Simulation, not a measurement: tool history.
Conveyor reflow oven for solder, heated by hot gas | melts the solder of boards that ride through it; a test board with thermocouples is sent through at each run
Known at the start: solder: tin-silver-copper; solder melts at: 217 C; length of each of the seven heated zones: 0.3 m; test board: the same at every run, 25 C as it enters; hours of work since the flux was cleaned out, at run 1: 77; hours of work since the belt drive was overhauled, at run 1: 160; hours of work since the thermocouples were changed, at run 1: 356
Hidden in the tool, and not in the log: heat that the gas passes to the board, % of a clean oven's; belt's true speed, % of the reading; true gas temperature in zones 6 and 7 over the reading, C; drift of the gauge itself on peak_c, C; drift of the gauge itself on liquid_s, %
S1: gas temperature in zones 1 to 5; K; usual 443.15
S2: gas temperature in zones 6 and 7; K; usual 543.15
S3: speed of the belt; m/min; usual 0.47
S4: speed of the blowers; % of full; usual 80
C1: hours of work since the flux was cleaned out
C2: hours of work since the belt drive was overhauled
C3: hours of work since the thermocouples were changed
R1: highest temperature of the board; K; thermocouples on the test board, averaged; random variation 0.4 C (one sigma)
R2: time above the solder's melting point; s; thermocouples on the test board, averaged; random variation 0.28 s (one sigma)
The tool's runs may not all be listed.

| run | hour | S1 | S2 | S3 | S4 | C1 | C2 | C3 | R1 | R2 |
|---|---|---|---|---|---|---|---|---|---|---|
| 1 | 0 | 443.15 | 543.15 | 0.47 | 80 | 77 | 160 | 356 | 533.15 | 62.5 |
| 2 | 7.5 | 443.15 | 550.15 | 0.47 | 80 | 81 | 164 | 361 | 539.55 | 65.3 |
| 3 | 13.3 | 443.15 | 550.15 | 0.47 | 80 | 84 | 167 | 364 | 539.65 | 65.9 |
| 4 | 17.5 | 443.15 | 543.15 | 0.47 | 80 | 87 | 170 | 366 | 531.95 | 62.5 |
| 5 | 24.8 | 443.15 | 543.15 | 0.47 | 80 | 91 | 174 | 371 | 532.45 | 62.2 |
| 6 | 31.5 | 443.15 | 543.15 | 0.47 | 80 | 95 | 178 | 374 | 532.55 | 61.8 |
| 7 | 36.8 | 437.15 | 543.15 | 0.47 | 80 | 98 | 181 | 378 | 532.25 | 59.7 |
| 8 | 41.3 | 437.15 | 543.15 | 0.402 | 80 | 100 | 183 | 380 | 535.25 | 73.7 |
| 9 | 50.9 | 443.15 | 543.15 | 0.47 | 80 | 106 | 189 | 386 | 532.75 | 62.1 |
| 10 | 57.8 | 443.15 | 543.15 | 0.434 | 80 | 110 | 193 | 390 | 534.85 | 68.9 |
| 11 | 65.2 | 443.15 | 543.15 | 0.434 | 80 | 114 | 197 | 394 | 533.95 | 69.5 |
| 12 | 74.4 | 443.15 | 543.15 | 0.434 | 76 | 119 | 202 | 399 | 534.35 | 69.3 |
| 13 | 81.2 | 443.15 | 543.15 | 0.434 | 76 | 123 | 206 | 403 | 534.15 | 69.1 |
| 14 | 86.5 | 437.15 | 543.15 | 0.47 | 80 | 126 | 209 | 406 | 532.25 | 60.1 |
| 15 | 92.7 | 450.15 | 543.15 | 0.47 | 80 | 130 | 213 | 410 | 533.95 | 65.4 |
| 16 | 99.1 | 450.15 | 543.15 | 0.47 | 80 | 134 | 217 | 413 | 533.65 | 64.8 |
| 17 | 108 | 445.15 | 543.15 | 0.47 | 60 | 139 | 222 | 418 | 530.15 | 60.2 |
| 18 | 118.2 | 440.15 | 547.15 | 0.47 | 78 | 145 | 228 | 424 | 536.55 | 63.2 |
| 19 | 128.3 | 450.15 | 552.15 | 0.47 | 78 | 150 | 233 | 430 | 541.55 | 68.6 |
| 20 | 136.3 | 443.15 | 543.15 | 0.537 | 75 | 155 | 238 | 435 | 528.55 | 51.1 |
| 21 | 140.6 | 453.15 | 543.15 | 0.537 | 75 | 158 | 240 | 437 | 530.25 | 55 |
| 22 | 148.2 | 453.15 | 543.15 | 0.537 | 75 | 162 | 245 | 442 | 530.35 | 54.9 |
| 23 | 153.6 | 452.15 | 542.15 | 0.468 | 80 | 165 | 248 | 445 | 533.15 | 65.5 |
| 24 | 162.7 | 458.15 | 541.15 | 0.55 | 69 | 170 | 253 | 450 | 527.25 | 53.8 |
| 25 | 170.1 | 458.15 | 541.15 | 0.55 | 69 | 174 | 257 | 454 | 527.65 | 53.7 |
| 26 | 179.9 | 447.15 | 549.15 | 0.439 | 69 | 180 | 263 | 460 | 539.65 | 71.4 |
| 27 | 189.1 | 443.15 | 541.15 | 0.47 | 80 | 185 | 268 | 465 | 531.05 | 61.1 |
| 28 | 197 | 443.15 | 533.15 | 0.47 | 80 | 190 | 273 | 469 | 523.15 | 56.5 |
| 29 | 202.4 | 443.15 | 546.15 | 0.47 | 62 | 193 | 276 | 473 | 532.35 | 61.8 |
| 30 | 207.8 | 435.15 | 533.15 | 0.494 | 80 | 196 | 279 | 476 | 520.85 | 48.9 |
| 31 | 212.7 | 435.15 | 533.15 | 0.494 | 80 | 199 | 282 | 479 | 521.55 | 49.2 |
| 32 | 217.3 | 431.15 | 543.15 | 0.47 | 63 | 201 | 284 | 481 | 528.35 | 55.4 |

Forecast each of these 3 alternatives for the next run:
| A | 226.8 | 431.15 | 543.15 | 0.52 | 53 | 207 | 290 | 487 | ? | ? |
| B | 226.8 | 443.15 | 543.15 | 0.535 | 80 | 207 | 290 | 487 | ? | ? |
| C | 226.8 | 443.15 | 543.15 | 0.47 | 80 | 207 | 290 | 487 | ? | ? |

| run | R1 | R2 |
|---|---|---|
| A | 522.45 | 44.2 |
| B | 529.15 | 51.9 |
| C | 532.75 | 62.3 |
Without the tool's hidden state the same runs would have given:
| run | R1 | R2 |
|---|---|---|
| A | 522.65 | 44.4 |
| B | 529.35 | 52.1 |
| C | 532.95 | 62.4 |
